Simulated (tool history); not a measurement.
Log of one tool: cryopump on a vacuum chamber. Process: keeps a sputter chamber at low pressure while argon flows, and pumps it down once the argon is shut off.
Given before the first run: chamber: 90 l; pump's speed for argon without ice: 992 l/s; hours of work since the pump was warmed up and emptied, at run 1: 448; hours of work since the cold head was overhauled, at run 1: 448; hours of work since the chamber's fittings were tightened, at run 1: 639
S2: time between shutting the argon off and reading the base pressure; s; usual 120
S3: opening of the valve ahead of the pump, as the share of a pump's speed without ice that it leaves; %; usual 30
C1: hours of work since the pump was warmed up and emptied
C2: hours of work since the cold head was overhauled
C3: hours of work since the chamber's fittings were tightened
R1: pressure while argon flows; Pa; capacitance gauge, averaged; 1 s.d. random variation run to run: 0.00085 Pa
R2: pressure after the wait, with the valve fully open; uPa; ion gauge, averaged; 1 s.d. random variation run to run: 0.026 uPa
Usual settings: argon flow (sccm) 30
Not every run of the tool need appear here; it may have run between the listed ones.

Run 1, hour 0: usual settings; C1 448; C2 448; C3 639. Result: R1 0.1898 Pa, R2 2.02 uPa.
Run 2, hour 16.8: usual settings; C1 461; C2 461; C3 652. Result: R1 0.1885 Pa, R2 2.1 uPa.
Run 3, hour 42.9: usual settings; C1 481; C2 481; C3 672. Result: R1 0.189 Pa, R2 2.17 uPa.
Run 4, hour 66.2: usual settings but S2 32 s; C1 498; C2 498; C3 690. Result: R1 0.1917 Pa, R2 4.32 uPa.
Run 5, hour 95.7: usual settings; C1 521; C2 521; C3 712. Result: R1 0.1923 Pa, R2 2.24 uPa.
Run 6, hour 122.6: usual settings; C1 542; C2 542; C3 733. Result: R1 0.1924 Pa, R2 2.27 uPa.
Run 7, hour 150.7: usual settings but S2 90 s; C1 563; C2 563; C3 754. Result: R1 0.1942 Pa, R2 2.63 uPa.
Run 8, hour 175.7: usual settings; C1 582; C2 582; C3 773. Result: R1 0.196 Pa, R2 2.39 uPa.
Run 9, hour 191.8: usual settings; C1 594; C2 594; C3 786. Result: R1 0.1969 Pa, R2 2.45 uPa.
At hour 212.9: pump warmed up, emptied and cooled again.
Run 10, hour 212.9: usual settings; C1 0; C2 607; C3 798. Result: R1 0.1721 Pa, R2 1.89 uPa.
Run 11, hour 247.8: usual settings; C1 27; C2 633; C3 825. Result: R1 0.1726 Pa, R2 1.97 uPa.
Run 12, hour 263.4: usual settings but argon flow (sccm) 46; C1 39; C2 645; C3 837. Result: R1 0.2645 Pa, R2 1.98 uPa.
Run 13, hour 293.9: usual settings but S3 34 %; C1 62; C2 669; C3 860. Result: R1 0.154 Pa, R2 2.03 uPa.
Run 14, hour 315.6: usual settings but S3 34 %; C1 79; C2 685; C3 876. Result: R1 0.1535 Pa, R2 2.07 uPa.
Run 15, hour 351.9: usual settings but argon flow (sccm) 26, S2 57 s, S3 45 %; C1 106; C2 713; C3 904. Result: R1 0.1028 Pa, R2 2.94 uPa.
Run 16, hour 367.7: usual settings but argon flow (sccm) 14, S2 57 s, S3 47 %; C1 118; C2 725; C3 916. Result: R1 0.0531 Pa, R2 2.98 uPa.
Run 17, hour 396: usual settings but argon flow (sccm) 14, S2 57 s, S3 47 %; C1 140; C2 747; C3 938. Result: R1 0.0531 Pa, R2 2.94 uPa.
Run 18, hour 431.5: usual settings but argon flow (sccm) 16, S2 87 s, S3 18 %; C1 167; C2 774; C3 965. Result: R1 0.155 Pa, R2 2.54 uPa.
Run 19, hour 465.6: usual settings but argon flow (sccm) 28; C1 193; C2 800; C3 991. Result: R1 0.1659 Pa, R2 2.36 uPa.
Run 20, hour 499.3: usual settings but argon flow (sccm) 28; C1 219; C2 826; C3 1017. Result: R1 0.1657 Pa, R2 2.28 uPa.
Run 21, hour 521.5: usual settings but argon flow (sccm) 28; C1 236; C2 843; C3 1034. Result: R1 0.1671 Pa, R2 2.31 uPa.
Run 22, hour 542.3: usual settings but argon flow (sccm) 17, S2 29 s, S3 33 %; C1 252; C2 859; C3 1050. Result: R1 0.0937 Pa, R2 5.03 uPa.
Run 23, hour 566.7: usual settings but argon flow (sccm) 17, S2 29 s, S3 33 %; C1 271; C2 877; C3 1068. Result: R1 0.0933 Pa, R2 4.95 uPa.
Run 24, hour 603.1: usual settings but S2 269 s, S3 23 %; C1 298; C2 905; C3 1096. Result: R1 0.2334 Pa, R2 2.06 uPa.
Run 25, hour 628.2: usual settings but S2 269 s, S3 23 %; C1 318; C2 924; C3 1116. Result: R1 0.2346 Pa, R2 2.11 uPa.
Run 26, hour 653: usual settings but argon flow (sccm) 28, S2 113 s, S3 19 %; C1 337; C2 943; C3 1134. Result: R1 0.264 Pa, R2 2.71 uPa.
Run 27, hour 670.4: usual settings but argon flow (sccm) 43, S2 264 s, S3 53 %; C1 350; C2 957; C3 1148. Result: R1 0.1563 Pa, R2 2.26 uPa.
Run 28, hour 692.1: usual settings but argon flow (sccm) 43, S2 264 s, S3 53 %; C1 366; C2 973; C3 1164. Result: R1 0.159 Pa, R2 2.33 uPa.

Hidden state at the last listed run before each entry between runs and at the first one after, where it differs:
From run 9 to run 10: pump warmed up, emptied and cooled again (hour 212.9)
  pump's speed, % of a pump's without ice: 66.5 -> 99.7; cold plate's temperature, K: 12.27 -> 12.28; leak into the chamber, uPa l/s: 1080 -> 1093
  measured value less the no-hidden-state value, R1: +0.0261 -> +0.0005 Pa; R2: +1.35 -> +0.81 uPa
